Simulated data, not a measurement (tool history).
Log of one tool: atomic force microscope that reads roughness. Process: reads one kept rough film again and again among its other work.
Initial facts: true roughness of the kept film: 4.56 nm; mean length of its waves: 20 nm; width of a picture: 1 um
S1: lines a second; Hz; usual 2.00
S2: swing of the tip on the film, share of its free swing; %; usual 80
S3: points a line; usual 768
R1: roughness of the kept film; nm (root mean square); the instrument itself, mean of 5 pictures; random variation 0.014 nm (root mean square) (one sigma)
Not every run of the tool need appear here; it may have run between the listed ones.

{"run": 1, "hour": 0.0, "S1": 2.0, "S2": 80, "S3": 768, "R1": 2.66}
{"run": 2, "hour": 6.2, "S1": 2.0, "S2": 78, "S3": 768, "R1": 2.655}
{"run": 3, "hour": 14.6, "S1": 2.0, "S2": 78, "S3": 768, "R1": 2.618}
{"run": 4, "hour": 26.5, "S1": 3.75, "S2": 80, "S3": 768, "R1": 2.296}
{"run": 5, "hour": 38.8, "S1": 3.75, "S2": 80, "S3": 768, "R1": 2.254}
{"hour": 44.9, "done": "new tip fitted"}
{"run": 6, "hour": 45.4, "S1": 2.0, "S2": 80, "S3": 768, "R1": 3.244}
{"run": 7, "hour": 56.7, "S1": 2.0, "S2": 80, "S3": 768, "R1": 3.17}
{"run": 8, "hour": 63.9, "S1": 2.44, "S2": 80, "S3": 768, "R1": 3.046}
{"run": 9, "hour": 71.0, "S1": 2.44, "S2": 80, "S3": 560, "R1": 2.981}
{"run": 10, "hour": 79.9, "S1": 2.44, "S2": 80, "S3": 560, "R1": 2.952}
{"run": 11, "hour": 85.9, "S1": 2.44, "S2": 80, "S3": 560, "R1": 2.903}
{"run": 12, "hour": 96.8, "S1": 2.44, "S2": 80, "S3": 560, "R1": 2.885}
{"run": 13, "hour": 102.7, "S1": 2.0, "S2": 80, "S3": 768, "R1": 2.942}
{"run": 14, "hour": 108.5, "S1": 2.0, "S2": 80, "S3": 768, "R1": 2.914}
{"run": 15, "hour": 117.8, "S1": 2.0, "S2": 80, "S3": 768, "R1": 2.867}
{"run": 16, "hour": 124.9, "S1": 2.0, "S2": 70, "S3": 768, "R1": 2.99}
{"run": 17, "hour": 136.9, "S1": 2.0, "S2": 70, "S3": 768, "R1": 2.925}
{"run": 18, "hour": 143.1, "S1": 2.0, "S2": 65, "S3": 768, "R1": 2.959}
{"run": 19, "hour": 151.2, "S1": 2.0, "S2": 80, "S3": 768, "R1": 2.717}
{"run": 20, "hour": 160.4, "S1": 2.0, "S2": 80, "S3": 768, "R1": 2.665}
{"run": 21, "hour": 166.1, "S1": 2.0, "S2": 64, "S3": 322, "R1": 2.795}
{"run": 22, "hour": 176.1, "S1": 2.45, "S2": 80, "S3": 474, "R1": 2.53}
{"run": 23, "hour": 187.8, "S1": 2.45, "S2": 80, "S3": 474, "R1": 2.498}
{"run": 24, "hour": 198.3, "S1": 0.75, "S2": 85, "S3": 752, "R1": 2.679}
{"run": 25, "hour": 203.8, "S1": 0.55, "S2": 85, "S3": 705, "R1": 2.7}
{"hour": 207.2, "done": "new tip fitted"}
{"run": 26, "hour": 213.7, "S1": 2.83, "S2": 90, "S3": 259, "R1": 2.664}
{"run": 27, "hour": 224.5, "S1": 2.37, "S2": 80, "S3": 280, "R1": 3.005}
{"run": 28, "hour": 230.2, "S1": 1.02, "S2": 88, "S3": 846, "R1": 3.184}
{"run": 29, "hour": 238.1, "S1": 2.0, "S2": 84, "S3": 451, "R1": 2.97}
{"run": 30, "hour": 250.6, "S1": 2.0, "S2": 80, "S3": 354, "R1": 2.936}
{"run": 31, "hour": 258.3, "S1": 2.0, "S2": 80, "S3": 354, "R1": 2.897}
{"run": 32, "hour": 263.8, "S1": 2.44, "S2": 73, "S3": 452, "R1": 2.938}
{"run": 33, "hour": 272.2, "S1": 2.44, "S2": 73, "S3": 452, "R1": 2.906}
{"run": 34, "hour": 283.6, "S1": 2.0, "S2": 85, "S3": 810, "R1": 2.731}
{"run": 35, "hour": 293.4, "S1": 2.0, "S2": 55, "S3": 263, "R1": 2.964}
{"run": 36, "hour": 303.3, "S1": 3.23, "S2": 69, "S3": 379, "R1": 2.738}
{"run": 37, "hour": 310.0, "S1": 3.23, "S2": 69, "S3": 379, "R1": 2.691}
{"run": 38, "hour": 322.1, "S1": 2.0, "S2": 70, "S3": 707, "R1": 2.75}
{"run": 39, "hour": 331.0, "S1": 2.0, "S2": 70, "S3": 707, "R1": 2.753}
{"run": 40, "hour": 338.1, "S1": 1.25, "S2": 60, "S3": 501, "R1": 2.858}

What if the next run were any one of these 5? Each begins from the tool's condition after run 40:
{"run": "A", "hour": 347.8, "S1": 2.0, "S2": 80, "S3": 369, "R1": "?"}
{"run": "B", "hour": 347.8, "S1": 0.64, "S2": 81, "S3": 453, "R1": "?"}
{"run": "C", "hour": 347.8, "S1": 0.69, "S2": 88, "S3": 773, "R1": "?"}
{"run": "D", "hour": 347.8, "S1": 2.68, "S2": 68, "S3": 768, "R1": "?"}
{"run": "E", "hour": 347.8, "S1": 2.92, "S2": 71, "S3": 768, "R1": "?"}

run=A R1=2.510
run=B R1=2.763
run=C R1=2.713
run=D R1=2.650
run=E R1=2.573
Without the tool's unlogged condition, the same runs would have read:
run=A R1=3.210
run=B R1=3.532
run=C R1=3.468
run=D R1=3.387
run=E R1=3.290

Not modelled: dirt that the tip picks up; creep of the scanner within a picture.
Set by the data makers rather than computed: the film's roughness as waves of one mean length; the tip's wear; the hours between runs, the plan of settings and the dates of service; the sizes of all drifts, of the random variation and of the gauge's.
